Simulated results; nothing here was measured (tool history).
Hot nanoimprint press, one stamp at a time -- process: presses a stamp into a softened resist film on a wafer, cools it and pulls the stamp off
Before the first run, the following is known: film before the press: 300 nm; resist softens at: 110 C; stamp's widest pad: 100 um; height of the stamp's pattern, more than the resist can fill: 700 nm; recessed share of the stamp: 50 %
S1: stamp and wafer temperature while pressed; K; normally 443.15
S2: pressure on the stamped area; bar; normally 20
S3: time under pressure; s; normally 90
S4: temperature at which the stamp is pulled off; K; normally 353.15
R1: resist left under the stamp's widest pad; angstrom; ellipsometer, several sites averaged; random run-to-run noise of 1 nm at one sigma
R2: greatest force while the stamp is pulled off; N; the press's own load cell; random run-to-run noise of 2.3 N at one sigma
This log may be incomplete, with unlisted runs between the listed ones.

run    hour      S1    S2   S3      S4    R1   R2
  1       0  443.15    20   90  353.15  1454  100
  2    36.2  443.15    20   90  353.15  1458  101
       53.1  -- plate thermocouple calibrated
  3    97.6  443.15    20   90  353.15  1482  104
      148.7  -- stamp cleaned and given a new release coat
  4   177.6  435.15    20   90  353.15  2158   98
  5   236.1  443.15    20   90  353.15  1469  100
  6   274.8  443.15    20   90  353.15  1467  100
  7   314.9  443.15    20   50  353.15  1809   97
  8   355.3  443.15    20   50  353.15  1813  104
      376.3  -- stamp cleaned and given a new release coat
  9   402.1  443.15    20   50  353.15  1811   99
 10   437.6  443.15    20   90  353.15  1472  102
 11   489.1  443.15    20   90  353.15  1475   99
 12   528.9  443.15    20   76  353.15  1571  106
 13   594.4  443.15    20   76  353.15  1596  101
      607.9  -- stamp cleaned and given a new release coat
 14   680.6  443.15    20   90  353.15  1495  100
 15   718.3  443.15    20   90  353.15  1470   98
 16   789.5  446.15    20   90  353.15  1242  101
      834.5  -- stamp cleaned and given a new release coat
 17   875.9  446.15    20   90  353.15  1226  104
 18   922.7  446.15    20   90  353.15  1225  102
 19   972.8  446.15    20   90  353.15  1226  104
 20  1042.9  443.15    20  164  353.15  1151  105
     1066.8  -- stamp cleaned and given a new release coat
     1074.8  -- press's hydraulic seals changed and the load cell set to zero
 21  1128.2  443.15  16.9  132  353.15  1356  104
 22  1206.5  443.15  16.9  132  353.15  1353  102
 23  1239.7  442.15  16.2  109  348.15  1533  106
       1301  -- stamp cleaned and given a new release coat
 24    1301  442.15  16.2  109  348.15  1572  105
 25  1336.4  442.15  16.2  109  348.15  1579  105
 26  1387.3  447.15  28.9  109  348.15   915  110
     1438.7  -- plate thermocouple calibrated
 27  1456.2  451.15    20   90  356.15   930   97
 28  1503.1  433.15  13.3   90  350.15  2508  107
     1530.7  -- stamp cleaned and given a new release coat
 29  1571.2  450.15  20.4  129  358.15   833   93
 30  1609.1  450.15  20.4  129  358.15   827   94

Alternative continuations, all from the tool just after run 30; predict every row:
  A  1659.2  455.15    30  129  354.15   ?   ?
  B  1659.2  432.15    20  105  353.15   ?   ?
  C  1659.2  443.15  14.4   90  353.15   ?   ?
  D  1659.2  452.15    20   90  353.15   ?   ?

run    R1   R2
  A   506   97
  B  2365  102
  C  1648  103
  D   875  101
Take away the tool's hidden state, keep each run's random variation, and the runs would have read:
run    R1   R2
  A   507   97
  B  2366  102
  C  1649  103
  D   876  100

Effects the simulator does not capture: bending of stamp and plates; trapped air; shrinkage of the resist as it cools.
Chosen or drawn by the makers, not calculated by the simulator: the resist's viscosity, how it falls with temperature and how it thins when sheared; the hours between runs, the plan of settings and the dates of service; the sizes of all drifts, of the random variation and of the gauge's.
